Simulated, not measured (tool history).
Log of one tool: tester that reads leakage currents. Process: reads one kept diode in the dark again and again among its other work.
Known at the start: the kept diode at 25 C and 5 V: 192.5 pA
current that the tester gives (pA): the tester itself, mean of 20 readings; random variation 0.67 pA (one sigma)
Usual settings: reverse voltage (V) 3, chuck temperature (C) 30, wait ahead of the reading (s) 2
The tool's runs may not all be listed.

run     day  reverse voltage (V)  chuck temperature (C)  wait ahead of the reading (s)  current that the tester gives (pA)
  1       0                    3                     30                              2                              225.28
  2   1.283                    3                     30                              2                              223.44
  3   3.392                    3                     30                              2                              223.56
  4   4.858                    3                     30                              2                               224.6
  5   7.021                11.13                     30                              2                              405.11
  6   9.021                11.13                     30                              2                              403.53
  7  10.808                11.13                     30                           2.15                               403.8
  8  12.004                11.13                     30                           2.15                               407.9
  9  14.062                 2.57                     46                           3.41                              647.57
 10  15.967                 2.57                     46                           3.41                              649.08
 11  17.362                 4.91                     38                           7.09                              502.49
 12  18.833                10.46                     25                           1.75                              275.16
 13  20.654                10.46                     25                           1.75                              271.46
 14    22.2                17.94                     22                           0.76                              280.57
 15  24.333                  3.5                     30                           0.76                              243.54

Measured less the same run without the tool's hidden state. The same run-to-run variation is in both; the gauge's scatter may not be:
The hidden state here: stray current of the dirty probe card, pA a volt; current scale over the true one, %; true chuck temperature over the reading, C; drift of the gauge itself on leakage_pa, %.
run  current that the tester gives (pA)
  1                                +0.5
  2                               +0.66
  3                               +0.91
  4                               +1.09
  5                               +2.96
  6                               +3.39
  7                               +3.79
  8                                +4.1
  9                               +4.25
 10                               +4.79
 11                               +4.94
 12                               +4.34
 13                               +4.57
 14                               +5.89
 15                               +3.71
